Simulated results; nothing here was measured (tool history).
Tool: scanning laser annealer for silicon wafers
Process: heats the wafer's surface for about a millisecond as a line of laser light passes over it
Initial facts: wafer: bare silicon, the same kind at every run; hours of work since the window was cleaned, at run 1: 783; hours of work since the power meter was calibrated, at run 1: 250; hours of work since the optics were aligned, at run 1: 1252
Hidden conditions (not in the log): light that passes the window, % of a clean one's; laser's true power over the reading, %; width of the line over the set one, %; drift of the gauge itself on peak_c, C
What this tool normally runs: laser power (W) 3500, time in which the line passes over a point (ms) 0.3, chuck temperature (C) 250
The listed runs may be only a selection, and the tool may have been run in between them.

run,hour,laser power (W),time in which the line passes over a point (ms),chuck temperature (C),hours of work since the window was cleaned,hours of work since the power meter was calibrated,hours of work since the optics were aligned,highest temperature of the surface (C)
1,0,3500,0.3,250,783,250,1252,923
2,30.2,3500,0.3,250,802,269,1272,920
3,67.2,3500,0.3,250,825,293,1295,923
# hour 94.2: window over the wafer cleaned
4,118.3,3500,0.3,250,15,324,1326,961
5,157.4,3500,0.292,250,40,348,1351,954
6,203.6,3500,0.292,250,69,378,1380,949
7,233.9,3500,0.292,238,88,397,1399,938
8,269.9,3749,0.3,250,111,420,1422,1016
9,316.7,3749,0.3,250,141,449,1451,1015
10,341.7,3500,0.3,250,156,465,1467,954
11,380.4,3500,0.3,250,181,489,1492,950
12,407.3,3500,0.3,250,198,506,1509,949
13,431.4,3500,0.3,258,213,522,1524,958
14,453.7,3500,0.3,248,227,536,1538,947
# hour 461.1: laser's power meter calibrated
15,507.9,3500,0.3,250,260,30,1570,945
16,548.3,3500,0.3,254,285,55,1596,953
17,588,3500,0.3,254,310,80,1621,949
18,620,3500,0.3,254,330,100,1641,948
19,656.6,3500,0.3,254,353,124,1664,946
20,678.7,3500,0.3,254,367,138,1678,947
21,729.5,3500,0.3,254,400,170,1710,945
# hour 750: laser's power meter calibrated, once more
22,780.1,3500,0.244,254,430,19,1740,870
23,824.9,3518,0.237,217,458,47,1769,823
24,868.7,3627,0.351,242,486,75,1796,1019
25,901,3201,0.269,242,506,95,1817,823
# hour 943: optics aligned, line set to its width
26,943,3199,0.3,255,529,119,0,876
27,974,3305,0.3,288,549,138,20,931
28,1024.2,3500,0.3,239,581,170,51,927
29,1052.1,3500,0.3,239,598,188,69,923
30,1091.7,3500,0.3,239,623,213,94,918
31,1132.5,3500,0.341,261,649,239,120,991
32,1161.9,3500,0.341,261,668,257,138,987
33,1205.3,3778,0.3,233,695,285,166,971
34,1247.7,3161,0.3,266,722,311,193,866
35,1281.7,3500,0.235,212,743,333,214,805
36,1327.7,3576,0.235,270,772,362,243,876
37,1377.4,3146,0.3,260,804,393,275,856
38,1399.7,3529,0.257,265,818,407,289,885
# hour 1439.1: window over the wafer cleaned
39,1446.7,3502,0.271,214,5,436,317,896
40,1482.2,3417,0.263,250,27,458,339,898

Hidden state at the last listed run before each entry between runs and at the first one after, where it differs:
From run 3 to run 4: window over the wafer cleaned (hour 94.2)
  light that passes the window, % of a clean one's: 94.16 -> 99.39; laser's true power over the reading, %: 0.25 -> 0.24; width of the line over the set one, %: 1.52 -> 1.55
  difference, measured minus the result without the unlogged condition, highest temperature of the surface (C): -52 -> -9
From run 14 to run 15: laser's power meter calibrated (hour 461.1)
  light that passes the window, % of a clean one's: 97.89 -> 97.66; laser's true power over the reading, %: 0.17 -> 0.18; width of the line over the set one, %: 1.77 -> 1.81
  difference, measured minus the result without the unlogged condition, highest temperature of the surface (C): -23 -> -25
From run 21 to run 22: laser's power meter calibrated, once more (hour 750)
  light that passes the window, % of a clean one's: 96.74 -> 96.52; laser's true power over the reading, %: 0.14 -> 0.01; width of the line over the set one, %: 1.95 -> 1.99
  difference, measured minus the result without the unlogged condition, highest temperature of the surface (C): -33 -> -32
From run 25 to run 26: optics aligned, line set to its width (hour 943)
  light that passes the window, % of a clean one's: 96.01 -> 95.86; laser's true power over the reading, %: -0.01 -> -0.02; width of the line over the set one, %: 2.07 -> 0.24
  difference, measured minus the result without the unlogged condition, highest temperature of the surface (C): -35 -> -32
From run 38 to run 39: window over the wafer cleaned (hour 1439.1)
  light that passes the window, % of a clean one's: 93.85 -> 99.76; laser's true power over the reading, %: -0.11 -> -0.12; width of the line over the set one, %: 0.54 -> 0.57
  difference, measured minus the result without the unlogged condition, highest temperature of the surface (C): -49 -> -5
